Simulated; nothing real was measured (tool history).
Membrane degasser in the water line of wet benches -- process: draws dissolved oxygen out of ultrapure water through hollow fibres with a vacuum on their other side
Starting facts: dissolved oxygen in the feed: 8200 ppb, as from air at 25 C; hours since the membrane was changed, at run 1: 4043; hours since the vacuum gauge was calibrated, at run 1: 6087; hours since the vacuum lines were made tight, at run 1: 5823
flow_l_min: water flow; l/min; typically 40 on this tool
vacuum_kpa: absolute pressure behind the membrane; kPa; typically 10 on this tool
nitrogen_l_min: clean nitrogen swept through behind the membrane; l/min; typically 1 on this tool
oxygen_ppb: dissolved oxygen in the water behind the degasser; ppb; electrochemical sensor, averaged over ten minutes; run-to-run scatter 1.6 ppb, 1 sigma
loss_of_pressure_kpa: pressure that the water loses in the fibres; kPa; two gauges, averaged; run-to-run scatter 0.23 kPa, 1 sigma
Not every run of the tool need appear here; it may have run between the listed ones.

| run | hour | flow_l_min | vacuum_kpa | nitrogen_l_min | hours since the membrane was changed | hours since the vacuum gauge was calibrated | hours since the vacuum lines were made tight | oxygen_ppb | loss_of_pressure_kpa |
|---|---|---|---|---|---|---|---|---|---|
| 1 | 0 | 40 | 10 | 1 | 4043 | 6087 | 5823 | 550.9 | 58.87 |
| 2 | 62.7 | 40 | 10 | 1 | 4106 | 6150 | 5885 | 547.1 | 59.02 |
| 3 | 126.8 | 60 | 10 | 1 | 4170 | 6214 | 5949 | 746.6 | 88.74 |
| 4 | 225.2 | 60 | 10 | 1 | 4268 | 6312 | 6048 | 746.8 | 87.92 |
| 5 | 299.4 | 60 | 10 | 1 | 4343 | 6386 | 6122 | 743.6 | 88.32 |
| 6 | 398.1 | 60 | 10 | 1 | 4441 | 6485 | 6221 | 745.2 | 88.83 |
| 7 | 449.6 | 60 | 10 | 1 | 4493 | 6537 | 6272 | 751.6 | 88.97 |
| 8 | 526.4 | 60 | 10 | 1 | 4570 | 6613 | 6349 | 751.1 | 88.56 |
| 9 | 604 | 60 | 10 | 1 | 4647 | 6691 | 6427 | 750.4 | 88.54 |
| 10 | 694.1 | 25 | 22.8 | 1.69 | 4737 | 6781 | 6517 | 640.4 | 36.66 |
| 11 | 770.2 | 25 | 13.9 | 1 | 4813 | 6857 | 6593 | 569.2 | 36.61 |
| 12 | 848.5 | 47 | 18.8 | 2.42 | 4892 | 6936 | 6671 | 657.9 | 69.78 |
| 13 | 906.7 | 44 | 6.8 | 1.1 | 4950 | 6994 | 6729 | 320.2 | 65.67 |

What does the tool deliver on the next run?
| 14 | 993.7 | 30 | 10.8 | 1.8 | 5037 | 7081 | 6816 | ? | ? |

Run 14 yielded oxygen_ppb 296.4 ppb, loss_of_pressure_kpa 44.78 kPa.
Had the tool carried no hidden state, the very same run would have given oxygen_ppb 279 ppb, loss_of_pressure_kpa 43.38 kPa.
